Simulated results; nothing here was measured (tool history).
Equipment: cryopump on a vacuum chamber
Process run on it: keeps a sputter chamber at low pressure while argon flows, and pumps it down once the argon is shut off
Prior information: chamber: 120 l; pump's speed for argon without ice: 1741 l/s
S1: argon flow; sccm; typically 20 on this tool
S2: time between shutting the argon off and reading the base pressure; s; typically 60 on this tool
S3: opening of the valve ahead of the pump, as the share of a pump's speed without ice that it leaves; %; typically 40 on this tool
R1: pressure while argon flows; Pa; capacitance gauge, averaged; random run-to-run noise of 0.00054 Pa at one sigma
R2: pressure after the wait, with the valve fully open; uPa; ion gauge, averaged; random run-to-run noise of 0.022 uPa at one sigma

{"run": 1, "hour": 0.0, "S1": 20, "S2": 60, "S3": 40, "R1": 0.0546, "R2": 0.74}
{"run": 2, "hour": 34.9, "S1": 13, "S2": 60, "S3": 40, "R1": 0.0366, "R2": 0.75}
{"run": 3, "hour": 75.1, "S1": 20, "S2": 60, "S3": 23, "R1": 0.091, "R2": 0.78}
{"run": 4, "hour": 111.1, "S1": 20, "S2": 60, "S3": 23, "R1": 0.093, "R2": 0.8}
{"run": 5, "hour": 152.9, "S1": 20, "S2": 60, "S3": 23, "R1": 0.0927, "R2": 0.84}
{"run": 6, "hour": 173.2, "S1": 20, "S2": 60, "S3": 23, "R1": 0.0927, "R2": 0.87}
{"run": 7, "hour": 214.5, "S1": 20, "S2": 60, "S3": 23, "R1": 0.0921, "R2": 0.89}
{"run": 8, "hour": 258.9, "S1": 20, "S2": 60, "S3": 23, "R1": 0.0926, "R2": 0.91}
{"run": 9, "hour": 291.9, "S1": 20, "S2": 60, "S3": 23, "R1": 0.0927, "R2": 0.89}
{"run": 10, "hour": 334.2, "S1": 20, "S2": 60, "S3": 23, "R1": 0.0933, "R2": 0.94}
{"hour": 372.8, "done": "pump warmed up, emptied and cooled again"}
{"run": 11, "hour": 373.4, "S1": 20, "S2": 60, "S3": 37, "R1": 0.053, "R2": 0.81}
{"run": 12, "hour": 414.8, "S1": 20, "S2": 60, "S3": 37, "R1": 0.0523, "R2": 0.81}
{"run": 13, "hour": 444.1, "S1": 20, "S2": 60, "S3": 37, "R1": 0.053, "R2": 0.88}
{"run": 14, "hour": 469.8, "S1": 20, "S2": 61, "S3": 40, "R1": 0.0493, "R2": 0.88}
{"run": 15, "hour": 493.8, "S1": 20, "S2": 61, "S3": 40, "R1": 0.049, "R2": 0.86}
{"run": 16, "hour": 512.1, "S1": 20, "S2": 60, "S3": 40, "R1": 0.0491, "R2": 0.89}
{"run": 17, "hour": 544.3, "S1": 20, "S2": 60, "S3": 40, "R1": 0.05, "R2": 0.88}
{"run": 18, "hour": 569.7, "S1": 10, "S2": 180, "S3": 18, "R1": 0.0541, "R2": 0.56}
{"run": 19, "hour": 591.5, "S1": 10, "S2": 104, "S3": 59, "R1": 0.0172, "R2": 0.68}
{"run": 20, "hour": 629.5, "S1": 10, "S2": 104, "S3": 33, "R1": 0.0299, "R2": 0.69}
{"run": 21, "hour": 664.6, "S1": 10, "S2": 104, "S3": 33, "R1": 0.0309, "R2": 0.7}
{"run": 22, "hour": 696.0, "S1": 10, "S2": 104, "S3": 33, "R1": 0.0304, "R2": 0.75}
{"run": 23, "hour": 719.0, "S1": 20, "S2": 34, "S3": 20, "R1": 0.0987, "R2": 1.31}
{"run": 24, "hour": 750.8, "S1": 33, "S2": 201, "S3": 19, "R1": 0.1723, "R2": 0.64}
{"run": 25, "hour": 774.8, "S1": 20, "S2": 58, "S3": 16, "R1": 0.124, "R2": 0.98}
{"run": 26, "hour": 812.5, "S1": 20, "S2": 27, "S3": 53, "R1": 0.0399, "R2": 1.57}
{"run": 27, "hour": 850.3, "S1": 26, "S2": 113, "S3": 37, "R1": 0.0722, "R2": 0.8}
{"run": 28, "hour": 873.2, "S1": 26, "S2": 289, "S3": 37, "R1": 0.0717, "R2": 0.66}
{"run": 29, "hour": 912.4, "S1": 11, "S2": 28, "S3": 60, "R1": 0.0205, "R2": 1.57}
{"run": 30, "hour": 946.1, "S1": 11, "S2": 28, "S3": 60, "R1": 0.0193, "R2": 1.62}
{"run": 31, "hour": 977.4, "S1": 28, "S2": 255, "S3": 32, "R1": 0.0895, "R2": 0.7}
{"run": 32, "hour": 1011.9, "S1": 28, "S2": 145, "S3": 34, "R1": 0.0855, "R2": 0.75}
{"run": 33, "hour": 1034.1, "S1": 28, "S2": 36, "S3": 37, "R1": 0.0783, "R2": 1.55}
{"run": 34, "hour": 1070.7, "S1": 11, "S2": 60, "S3": 40, "R1": 0.0286, "R2": 1.12}

Below, some changes in R1 between adjacent runs. For each, the amount present without the hidden state too (settings, incoming material, random variation) and the amount remaining for the hidden state with gauge scatter not shared by both compared results:
What the log doesn't record here: pump's speed, % of a pump's without ice; cold plate's temperature, K; leak into the chamber, uPa l/s; drift of the gauge itself on working_pa, %; drift of the gauge itself on base_upa, %.
Run 10 -> 11: S3 23 -> 37, pump warmed up, emptied and cooled again. R1 -0.0403 Pa: hidden state -0.0088, all else -0.0315.
Run 23 -> 24: S1 20 -> 33, S2 34 -> 201, S3 20 -> 19. R1 +0.0736 Pa: hidden state +0.0015, all else +0.0721.
Run 25 -> 26: S2 58 -> 27, S3 16 -> 53. R1 -0.0841 Pa: hidden state +0.0003, all else -0.0844.
Run 30 -> 31: S1 11 -> 28, S2 28 -> 255, S3 60 -> 32. R1 +0.0702 Pa: hidden state +0.003, all else +0.0672.
Run 33 -> 34: S1 28 -> 11, S2 36 -> 60, S3 37 -> 40. R1 -0.0497 Pa: hidden state -0.0029, all else -0.0468.
